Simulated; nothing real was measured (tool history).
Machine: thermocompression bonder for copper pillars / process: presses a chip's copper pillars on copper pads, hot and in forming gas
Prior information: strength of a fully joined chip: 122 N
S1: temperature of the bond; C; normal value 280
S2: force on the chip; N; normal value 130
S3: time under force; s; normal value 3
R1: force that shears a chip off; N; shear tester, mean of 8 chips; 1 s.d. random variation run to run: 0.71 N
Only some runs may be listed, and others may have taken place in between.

{"run": 1, "hour": 0.0, "S1": 280, "S2": 130, "S3": 3, "R1": 50.0}
{"run": 2, "hour": 7.6, "S1": 280, "S2": 130, "S3": 3, "R1": 49.5}
{"run": 3, "hour": 18.2, "S1": 273, "S2": 130, "S3": 3, "R1": 46.4}
{"run": 4, "hour": 28.9, "S1": 264, "S2": 130, "S3": 3, "R1": 39.4}
{"run": 5, "hour": 40.8, "S1": 280, "S2": 130, "S3": 3, "R1": 48.7}
{"run": 6, "hour": 46.5, "S1": 280, "S2": 130, "S3": 3, "R1": 49.1}
{"run": 7, "hour": 58.0, "S1": 309, "S2": 130, "S3": 3, "R1": 67.6}
{"run": 8, "hour": 66.7, "S1": 280, "S2": 130, "S3": 3, "R1": 49.6}
{"run": 9, "hour": 77.0, "S1": 280, "S2": 130, "S3": 3, "R1": 50.0}
{"run": 10, "hour": 82.6, "S1": 280, "S2": 130, "S3": 3, "R1": 48.2}
{"run": 11, "hour": 89.2, "S1": 264, "S2": 130, "S3": 3, "R1": 39.2}
{"run": 12, "hour": 100.3, "S1": 264, "S2": 130, "S3": 3, "R1": 39.0}
{"run": 13, "hour": 110.2, "S1": 264, "S2": 194, "S3": 3, "R1": 49.3}
{"run": 14, "hour": 116.7, "S1": 264, "S2": 194, "S3": 3, "R1": 50.6}
{"run": 15, "hour": 122.5, "S1": 264, "S2": 136, "S3": 3, "R1": 41.1}
{"run": 16, "hour": 131.6, "S1": 264, "S2": 136, "S3": 3, "R1": 40.7}
{"run": 17, "hour": 140.4, "S1": 264, "S2": 136, "S3": 3, "R1": 40.3}
{"run": 18, "hour": 152.7, "S1": 264, "S2": 136, "S3": 3, "R1": 39.7}
{"run": 19, "hour": 164.4, "S1": 264, "S2": 136, "S3": 3, "R1": 39.6}
{"run": 20, "hour": 170.2, "S1": 280, "S2": 130, "S3": 3, "R1": 48.6}
{"run": 21, "hour": 182.3, "S1": 280, "S2": 130, "S3": 3, "R1": 48.5}
{"run": 22, "hour": 190.0, "S1": 280, "S2": 112, "S3": 6, "R1": 56.4}
{"run": 23, "hour": 199.8, "S1": 260, "S2": 145, "S3": 8, "R1": 57.8}
{"run": 24, "hour": 211.7, "S1": 304, "S2": 144, "S3": 7, "R1": 86.4}
{"run": 25, "hour": 217.3, "S1": 288, "S2": 105, "S3": 7, "R1": 63.3}
{"run": 26, "hour": 229.6, "S1": 291, "S2": 163, "S3": 3, "R1": 63.0}
{"run": 27, "hour": 238.5, "S1": 309, "S2": 130, "S3": 3, "R1": 68.4}
{"run": 28, "hour": 250.0, "S1": 309, "S2": 130, "S3": 3, "R1": 66.9}
{"run": 29, "hour": 258.4, "S1": 309, "S2": 130, "S3": 3, "R1": 65.8}
{"run": 30, "hour": 265.2, "S1": 280, "S2": 95, "S3": 3, "R1": 39.4}
{"run": 31, "hour": 277.1, "S1": 280, "S2": 95, "S3": 3, "R1": 39.1}
{"run": 32, "hour": 285.6, "S1": 306, "S2": 172, "S3": 4, "R1": 83.1}
{"run": 33, "hour": 290.9, "S1": 306, "S2": 136, "S3": 2, "R1": 58.2}
{"run": 34, "hour": 301.2, "S1": 279, "S2": 151, "S3": 4, "R1": 58.5}
{"run": 35, "hour": 313.6, "S1": 290, "S2": 97, "S3": 2, "R1": 39.7}
{"run": 36, "hour": 318.9, "S1": 273, "S2": 97, "S3": 2, "R1": 30.6}
{"run": 37, "hour": 328.2, "S1": 286, "S2": 82, "S3": 3, "R1": 39.0}
{"run": 38, "hour": 339.6, "S1": 286, "S2": 82, "S3": 6, "R1": 51.7}
{"run": 39, "hour": 346.7, "S1": 286, "S2": 82, "S3": 6, "R1": 50.1}
{"run": 40, "hour": 356.1, "S1": 286, "S2": 82, "S3": 6, "R1": 51.2}
{"run": 41, "hour": 361.4, "S1": 286, "S2": 82, "S3": 6, "R1": 51.5}

Consider 3 possible next runs. They are alternatives, not a sequence: every one starts from the tool as it was left by run 41. What does each give?
{"run": "A", "hour": 371.0, "S1": 292, "S2": 90, "S3": 3, "R1": "?"}
{"run": "B", "hour": 371.0, "S1": 280, "S2": 130, "S3": 6, "R1": "?"}
{"run": "C", "hour": 371.0, "S1": 292, "S2": 130, "S3": 3, "R1": "?"}

run=A R1=44.0
run=B R1=61.4
run=C R1=54.1
With the hidden condition removed and each run's random variation left untouched, the same runs would have given:
run=A R1=46.5
run=B R1=64.7
run=C R1=57.1

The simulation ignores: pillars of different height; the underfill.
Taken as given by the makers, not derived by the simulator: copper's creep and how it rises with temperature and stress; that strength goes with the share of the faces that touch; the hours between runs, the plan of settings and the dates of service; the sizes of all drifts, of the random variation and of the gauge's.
